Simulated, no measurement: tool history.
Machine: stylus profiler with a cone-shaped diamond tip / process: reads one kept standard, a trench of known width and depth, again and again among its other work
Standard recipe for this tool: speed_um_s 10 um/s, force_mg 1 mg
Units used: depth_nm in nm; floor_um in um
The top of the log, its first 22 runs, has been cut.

run,hour,speed_um_s,force_mg,scans with this tip,hours of work since the height scale was calibrated,depth_nm,floor_um
23,250.6,13,0.41,888,179,100.34,48.36
24,262,10,0.34,922,186,100.28,48.45
25,274.3,6,0.85,960,193,100.54,48.5
26,281.8,6,0.85,982,198,100.59,48.52
27,295,6,0.85,1022,206,100.58,48.54
28,301.3,28,1.67,1041,210,100.92,48.42
29,315.3,28,1.67,1083,218,100.88,48.4
30,327.1,8,2.59,1119,225,101.26,48.48
31,337.1,8,2.59,1150,231,101.3,48.46
32,347.1,3,2.39,1180,237,101.07,48.57

What will run 33 give?
33,356,3,2.39,1207,243,?,?

Run 33 produced depth_nm 101.15 nm, floor_um 48.55 um.
Had the tool carried no hidden state, the very same run would have given depth_nm 101.22 nm, floor_um 48.6 um.
